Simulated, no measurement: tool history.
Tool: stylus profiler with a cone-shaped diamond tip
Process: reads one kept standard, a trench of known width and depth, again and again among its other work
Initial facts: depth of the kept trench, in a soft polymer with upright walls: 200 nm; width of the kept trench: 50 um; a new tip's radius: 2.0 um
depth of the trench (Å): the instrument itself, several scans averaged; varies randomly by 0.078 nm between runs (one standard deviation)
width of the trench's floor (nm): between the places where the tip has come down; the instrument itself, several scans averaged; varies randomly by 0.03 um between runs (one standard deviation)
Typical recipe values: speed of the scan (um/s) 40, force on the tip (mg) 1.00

run	day	speed of the scan (um/s)	force on the tip (mg)	depth of the trench (Å)	width of the trench's floor (nm)
1	0.000	40	1.00	2012.7	47880
2	0.479	40	0.70	2010.9	47780
3	0.896	40	0.70	2009.9	47790
4	1.833	40	0.80	2012.1	47800
5	2.246	40	1.00	2014.3	47840
6	2.746	43	1.00	2013.2	47750
7	3.579	40	2.53	2024.6	47960
8	4.138	40	0.42	2006.2	47670
9	4.788	40	0.42	2006.7	47660
10	5.262	40	0.42	2006.7	47620
11	6.021	40	0.60	2008.7	47730
12	6.854	40	0.60	2009.6	47690
13	7.483	40	1.00	2012.0	47770
14	7.938	40	1.00	2012.7	47760
15	8.696	13	1.00	2011.8	47910
16	9.392	40	1.00	2012.6	47730
17	10.150	40	1.00	2012.8	47710
18	10.679	40	1.00	2012.8	47680
19	11.171	15	1.00	2012.3	47840
20	12.004	81	1.00	2011.5	47370
21	12.867	81	1.00	2011.3	47370
22	13.800	81	1.00	2011.6	47370
23	14.617	15	0.54	2007.0	47790
24	15.312	15	0.54	2006.9	47780
25	15.817	15	0.54	2006.7	47750
26	16.529	19	2.55	2022.7	47790
27	17.333	19	2.55	2023.3	47820
28	17.838	16	0.37	2005.6	47720
29	18.312	152	1.51	2016.3	47000
30	19.192	95	0.93	2010.1	47200
31	20.104	22	2.04	2019.5	47770
32	20.975	46	1.03	2009.0	47460
33	21.683	46	1.03	2008.7	47580
34	22.312	74	0.80	2008.2	47230
35	22.896	69	0.64	2007.2	47230
36	23.612	30	1.00	2009.5	47630
37	24.025	15	1.84	2016.5	47760
38	24.408	13	1.66	2015.2	47660
39	25.008	16	1.66	2014.7	47670
40	25.950	29	1.19	2010.4	47610
41	26.646	109	0.93	2008.1	46980

5 options for the next run, each taken on its own from the tool as it stands now. Forecast them:
A	27.475	19	1.64	?	?
B	27.475	109	0.53	?	?
C	27.475	62	1.94	?	?
D	27.475	40	2.52	?	?
E	27.475	29	1.99	?	?

run	depth of the trench (Å)	width of the trench's floor (nm)
A	2015.4	47610
B	2002.5	46730
C	2018.0	47430
D	2020.2	47590
E	2016.5	47570
With the hidden condition removed and each run's random variation left untouched, the same runs would have given:
run	depth of the trench (Å)	width of the trench's floor (nm)
A	2019.8	48130
B	2006.9	47250
C	2022.4	47950
D	2024.6	48110
E	2020.9	48090
